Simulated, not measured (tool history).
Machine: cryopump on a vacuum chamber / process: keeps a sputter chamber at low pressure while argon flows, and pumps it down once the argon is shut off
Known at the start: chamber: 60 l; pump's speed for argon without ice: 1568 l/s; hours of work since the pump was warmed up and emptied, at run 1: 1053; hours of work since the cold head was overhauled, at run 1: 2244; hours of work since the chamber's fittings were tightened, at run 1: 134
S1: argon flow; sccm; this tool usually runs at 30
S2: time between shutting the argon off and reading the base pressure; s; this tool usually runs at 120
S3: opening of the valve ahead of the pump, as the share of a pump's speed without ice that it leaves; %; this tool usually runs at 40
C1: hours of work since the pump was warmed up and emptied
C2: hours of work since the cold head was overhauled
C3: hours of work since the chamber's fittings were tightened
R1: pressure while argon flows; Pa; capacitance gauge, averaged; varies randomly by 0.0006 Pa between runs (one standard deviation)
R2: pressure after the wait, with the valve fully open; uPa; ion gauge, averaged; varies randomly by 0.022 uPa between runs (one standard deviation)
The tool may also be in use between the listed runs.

{"run": 1, "hour": 0.0, "S1": 30, "S2": 120, "S3": 40, "C1": 1053, "C2": 2244, "C3": 134, "R1": 0.0956, "R2": 0.78}
{"run": 2, "hour": 91.6, "S1": 30, "S2": 120, "S3": 40, "C1": 1100, "C2": 2290, "C3": 180, "R1": 0.0975, "R2": 0.8}
{"hour": 207.9, "done": "pump warmed up, emptied and cooled again"}
{"run": 3, "hour": 207.9, "S1": 30, "S2": 120, "S3": 21, "C1": 0, "C2": 2347, "C3": 237, "R1": 0.1538, "R2": 0.69}
{"run": 4, "hour": 273.1, "S1": 53, "S2": 120, "S3": 21, "C1": 33, "C2": 2380, "C3": 270, "R1": 0.2765, "R2": 0.75}
{"run": 5, "hour": 358.7, "S1": 53, "S2": 120, "S3": 21, "C1": 77, "C2": 2424, "C3": 314, "R1": 0.2768, "R2": 0.76}
{"run": 6, "hour": 473.0, "S1": 30, "S2": 120, "S3": 40, "C1": 135, "C2": 2482, "C3": 372, "R1": 0.0833, "R2": 0.77}
{"run": 7, "hour": 547.9, "S1": 30, "S2": 273, "S3": 40, "C1": 173, "C2": 2520, "C3": 410, "R1": 0.0831, "R2": 0.6}
{"run": 8, "hour": 641.2, "S1": 30, "S2": 273, "S3": 40, "C1": 220, "C2": 2567, "C3": 457, "R1": 0.0824, "R2": 0.65}
{"run": 9, "hour": 699.2, "S1": 30, "S2": 203, "S3": 40, "C1": 250, "C2": 2597, "C3": 487, "R1": 0.0839, "R2": 0.72}
{"run": 10, "hour": 762.9, "S1": 30, "S2": 203, "S3": 40, "C1": 282, "C2": 2629, "C3": 519, "R1": 0.0846, "R2": 0.77}
{"run": 11, "hour": 869.8, "S1": 30, "S2": 203, "S3": 40, "C1": 337, "C2": 2684, "C3": 574, "R1": 0.0859, "R2": 0.82}
{"run": 12, "hour": 988.6, "S1": 30, "S2": 203, "S3": 40, "C1": 397, "C2": 2744, "C3": 634, "R1": 0.0869, "R2": 0.88}
{"run": 13, "hour": 1048.1, "S1": 30, "S2": 28, "S3": 40, "C1": 428, "C2": 2774, "C3": 664, "R1": 0.0868, "R2": 2.21}
{"run": 14, "hour": 1119.3, "S1": 30, "S2": 28, "S3": 40, "C1": 464, "C2": 2811, "C3": 701, "R1": 0.0875, "R2": 2.16}
{"run": 15, "hour": 1212.0, "S1": 30, "S2": 28, "S3": 40, "C1": 511, "C2": 2858, "C3": 748, "R1": 0.0886, "R2": 2.27}
{"run": 16, "hour": 1337.6, "S1": 30, "S2": 28, "S3": 40, "C1": 575, "C2": 2922, "C3": 812, "R1": 0.0884, "R2": 2.36}
{"run": 17, "hour": 1389.8, "S1": 30, "S2": 120, "S3": 40, "C1": 601, "C2": 2948, "C3": 838, "R1": 0.0897, "R2": 1.2}
{"run": 18, "hour": 1463.1, "S1": 43, "S2": 91, "S3": 24, "C1": 639, "C2": 2986, "C3": 876, "R1": 0.2067, "R2": 1.32}
{"run": 19, "hour": 1534.0, "S1": 15, "S2": 40, "S3": 49, "C1": 675, "C2": 3022, "C3": 912, "R1": 0.0383, "R2": 1.95}
{"run": 20, "hour": 1585.5, "S1": 14, "S2": 96, "S3": 49, "C1": 701, "C2": 3048, "C3": 938, "R1": 0.0353, "R2": 1.37}
{"run": 21, "hour": 1685.3, "S1": 30, "S2": 43, "S3": 36, "C1": 752, "C2": 3099, "C3": 989, "R1": 0.1005, "R2": 1.96}
{"run": 22, "hour": 1805.7, "S1": 13, "S2": 43, "S3": 42, "C1": 813, "C2": 3160, "C3": 1050, "R1": 0.0388, "R2": 2.05}
{"run": 23, "hour": 1931.7, "S1": 16, "S2": 43, "S3": 49, "C1": 877, "C2": 3224, "C3": 1114, "R1": 0.0419, "R2": 2.11}
{"run": 24, "hour": 2055.7, "S1": 16, "S2": 43, "S3": 49, "C1": 940, "C2": 3287, "C3": 1177, "R1": 0.0434, "R2": 2.18}
{"run": 25, "hour": 2119.3, "S1": 16, "S2": 43, "S3": 49, "C1": 973, "C2": 3320, "C3": 1210, "R1": 0.0433, "R2": 2.24}
{"run": 26, "hour": 2218.5, "S1": 19, "S2": 203, "S3": 40, "C1": 1023, "C2": 3370, "C3": 1260, "R1": 0.0616, "R2": 1.51}
{"run": 27, "hour": 2328.2, "S1": 15, "S2": 74, "S3": 46, "C1": 1079, "C2": 3426, "C3": 1316, "R1": 0.0439, "R2": 2}
{"run": 28, "hour": 2451.2, "S1": 15, "S2": 74, "S3": 46, "C1": 1142, "C2": 3488, "C3": 1378, "R1": 0.045, "R2": 2.1}
{"hour": 2492.6, "done": "pump warmed up, emptied and cooled again"}
{"run": 29, "hour": 2556.3, "S1": 15, "S2": 243, "S3": 49, "C1": 32, "C2": 3539, "C3": 1429, "R1": 0.0342, "R2": 1.17}
{"run": 30, "hour": 2680.2, "S1": 15, "S2": 243, "S3": 49, "C1": 95, "C2": 3602, "C3": 1492, "R1": 0.0344, "R2": 1.27}
{"run": 31, "hour": 2731.5, "S1": 46, "S2": 57, "S3": 29, "C1": 122, "C2": 3629, "C3": 1519, "R1": 0.1761, "R2": 1.87}
{"run": 32, "hour": 2782.4, "S1": 16, "S2": 57, "S3": 29, "C1": 147, "C2": 3654, "C3": 1544, "R1": 0.0609, "R2": 1.84}
{"run": 33, "hour": 2867.8, "S1": 30, "S2": 146, "S3": 22, "C1": 191, "C2": 3698, "C3": 1588, "R1": 0.1507, "R2": 1.51}
{"run": 34, "hour": 2981.2, "S1": 30, "S2": 146, "S3": 22, "C1": 249, "C2": 3756, "C3": 1646, "R1": 0.1514, "R2": 1.58}

What if the next run were any one of these 3? Each begins from the tool's condition after run 34:
{"run": "A", "hour": 3095.3, "S1": 30, "S2": 26, "S3": 22, "C1": 307, "C2": 3814, "C3": 1704, "R1": "?", "R2": "?"}
{"run": "B", "hour": 3095.3, "S1": 30, "S2": 233, "S3": 40, "C1": 307, "C2": 3814, "C3": 1704, "R1": "?", "R2": "?"}
{"run": "C", "hour": 3095.3, "S1": 23, "S2": 146, "S3": 55, "C1": 307, "C2": 3814, "C3": 1704, "R1": "?", "R2": "?"}

run=A R1=0.1529 R2=2.92
run=B R1=0.0853 R2=1.5
run=C R1=0.0503 R2=1.54
Had the tool no hidden state, the same runs would have come out as:
run=A R1=0.1477 R2=1.82
run=B R1=0.0802 R2=0.39
run=C R1=0.0463 R2=0.44

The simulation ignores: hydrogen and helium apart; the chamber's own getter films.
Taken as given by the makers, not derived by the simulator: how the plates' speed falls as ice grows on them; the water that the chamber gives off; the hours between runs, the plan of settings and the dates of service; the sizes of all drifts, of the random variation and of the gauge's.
